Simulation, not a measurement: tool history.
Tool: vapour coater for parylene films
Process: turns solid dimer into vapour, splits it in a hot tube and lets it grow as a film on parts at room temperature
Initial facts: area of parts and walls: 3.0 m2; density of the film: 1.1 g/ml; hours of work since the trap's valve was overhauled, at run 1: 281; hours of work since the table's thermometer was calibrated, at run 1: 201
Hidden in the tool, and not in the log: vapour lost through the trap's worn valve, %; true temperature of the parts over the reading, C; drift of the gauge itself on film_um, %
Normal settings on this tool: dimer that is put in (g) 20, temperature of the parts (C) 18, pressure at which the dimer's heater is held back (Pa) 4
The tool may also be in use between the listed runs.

run	hour	dimer that is put in (g)	temperature of the parts (C)	pressure at which the dimer's heater is held back (Pa)	hours of work since the trap's valve was overhauled	hours of work since the table's thermometer was calibrated	thickness of the film (um)
1	0	20	18	4	281	201	2.82
2	12.9	20	18	4	287	208	2.82
3	27.4	20	18	4	295	215	2.89
4	45.9	20	22	4	304	225	2.49
5	69.4	22	18	4	316	236	3.14
6	96.5	23	18	4	329	250	3.25
7	122.8	23	18	4	343	263	3.26
8	137.8	27	18	4	350	271	3.84
9	158.2	16	22	4	361	281	2.01
# hour 174.1: trap's valve overhauled
10	188.1	16	16	2.8	7	294	2.63
11	203.1	16	16	2.8	15	302	2.57
12	232.6	16	16	2.8	29	317	2.57
13	260	21	19	7.27	43	330	2.62
14	278.8	21	19	7.27	53	340	2.64
15	298.6	21	19	7.27	63	350	2.62
16	312.4	19	22	2.12	70	357	2.62

Each row is a separate what-if for the run after 16, all from the same tool condition, not one after another. Results?
A	324.6	11	13	8.67	76	363	?
B	324.6	29	22	2.12	76	363	?
C	324.6	22	22	2.12	76	363	?

run	thickness of the film (um)
A	1.64
B	4.04
C	3.05
With the hidden condition removed and each run's random variation left untouched, the same runs would have given:
run	thickness of the film (um)
A	1.65
B	4.04
C	3.06
